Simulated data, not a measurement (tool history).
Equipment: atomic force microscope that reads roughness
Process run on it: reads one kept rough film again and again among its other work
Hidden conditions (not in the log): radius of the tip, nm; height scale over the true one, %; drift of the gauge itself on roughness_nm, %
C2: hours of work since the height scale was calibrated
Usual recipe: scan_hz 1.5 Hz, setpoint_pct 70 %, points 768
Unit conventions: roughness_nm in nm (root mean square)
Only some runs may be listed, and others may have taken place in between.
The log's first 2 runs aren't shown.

{"run": 3, "hour": 13.1, "scan_hz": 1.5, "setpoint_pct": 70, "points": 768, "pictures with this tip": 117, "C2": 105, "roughness_nm": 2.503}
{"run": 4, "hour": 19.9, "scan_hz": 1.5, "setpoint_pct": 77, "points": 768, "pictures with this tip": 129, "C2": 109, "roughness_nm": 2.373}
{"run": 5, "hour": 25.1, "scan_hz": 1.5, "setpoint_pct": 70, "points": 768, "pictures with this tip": 138, "C2": 113, "roughness_nm": 2.391}
{"run": 6, "hour": 35.7, "scan_hz": 1.5, "setpoint_pct": 60, "points": 768, "pictures with this tip": 157, "C2": 119, "roughness_nm": 2.367}
{"run": 7, "hour": 40.8, "scan_hz": 0.58, "setpoint_pct": 70, "points": 768, "pictures with this tip": 166, "C2": 122, "roughness_nm": 2.344}
{"run": 8, "hour": 47.1, "scan_hz": 0.58, "setpoint_pct": 70, "points": 684, "pictures with this tip": 177, "C2": 126, "roughness_nm": 2.295}
{"run": 9, "hour": 52.7, "scan_hz": 0.58, "setpoint_pct": 59, "points": 684, "pictures with this tip": 187, "C2": 129, "roughness_nm": 2.275}
{"run": 10, "hour": 61.8, "scan_hz": 0.58, "setpoint_pct": 59, "points": 684, "pictures with this tip": 203, "C2": 134, "roughness_nm": 2.197}
{"run": 11, "hour": 70.9, "scan_hz": 0.58, "setpoint_pct": 59, "points": 898, "pictures with this tip": 219, "C2": 140, "roughness_nm": 2.152}
{"hour": 73.8, "done": "new tip fitted"}
{"run": 12, "hour": 78.4, "scan_hz": 1.5, "setpoint_pct": 70, "points": 768, "pictures with this tip": 8, "C2": 144, "roughness_nm": 3.359}
{"run": 13, "hour": 85.2, "scan_hz": 1.5, "setpoint_pct": 70, "points": 768, "pictures with this tip": 20, "C2": 148, "roughness_nm": 3.221}
{"run": 14, "hour": 91.5, "scan_hz": 1.5, "setpoint_pct": 70, "points": 768, "pictures with this tip": 31, "C2": 152, "roughness_nm": 3.165}
{"run": 15, "hour": 96.8, "scan_hz": 1.5, "setpoint_pct": 70, "points": 768, "pictures with this tip": 40, "C2": 155, "roughness_nm": 3.057}
{"run": 16, "hour": 105.5, "scan_hz": 1.5, "setpoint_pct": 70, "points": 768, "pictures with this tip": 55, "C2": 160, "roughness_nm": 2.955}
{"run": 17, "hour": 115.5, "scan_hz": 1.5, "setpoint_pct": 80, "points": 768, "pictures with this tip": 73, "C2": 166, "roughness_nm": 2.728}
{"run": 18, "hour": 122.5, "scan_hz": 1.5, "setpoint_pct": 71, "points": 768, "pictures with this tip": 85, "C2": 170, "roughness_nm": 2.736}
{"hour": 124.1, "done": "height scale calibrated on a step standard"}
{"run": 19, "hour": 129.2, "scan_hz": 1.13, "setpoint_pct": 88, "points": 599, "pictures with this tip": 95, "C2": 3, "roughness_nm": 2.581}
{"run": 20, "hour": 136.8, "scan_hz": 1.13, "setpoint_pct": 70, "points": 448, "pictures with this tip": 108, "C2": 8, "roughness_nm": 2.614}
{"hour": 145.2, "done": "height scale calibrated on a step standard, once more"}
{"run": 21, "hour": 149.4, "scan_hz": 1.13, "setpoint_pct": 70, "points": 448, "pictures with this tip": 129, "C2": 2, "roughness_nm": 2.526}

Run 22 is up next; what results do you expect?
{"run": 22, "hour": 160.9, "scan_hz": 0.63, "setpoint_pct": 76, "points": 637, "pictures with this tip": 149, "C2": 9, "roughness_nm": "?"}

roughness_nm: 2.443 nm (root mean square)
Take away the tool's hidden state, keep the run-to-run variation as it was, and the same run would have given roughness_nm 3.54 nm (root mean square).

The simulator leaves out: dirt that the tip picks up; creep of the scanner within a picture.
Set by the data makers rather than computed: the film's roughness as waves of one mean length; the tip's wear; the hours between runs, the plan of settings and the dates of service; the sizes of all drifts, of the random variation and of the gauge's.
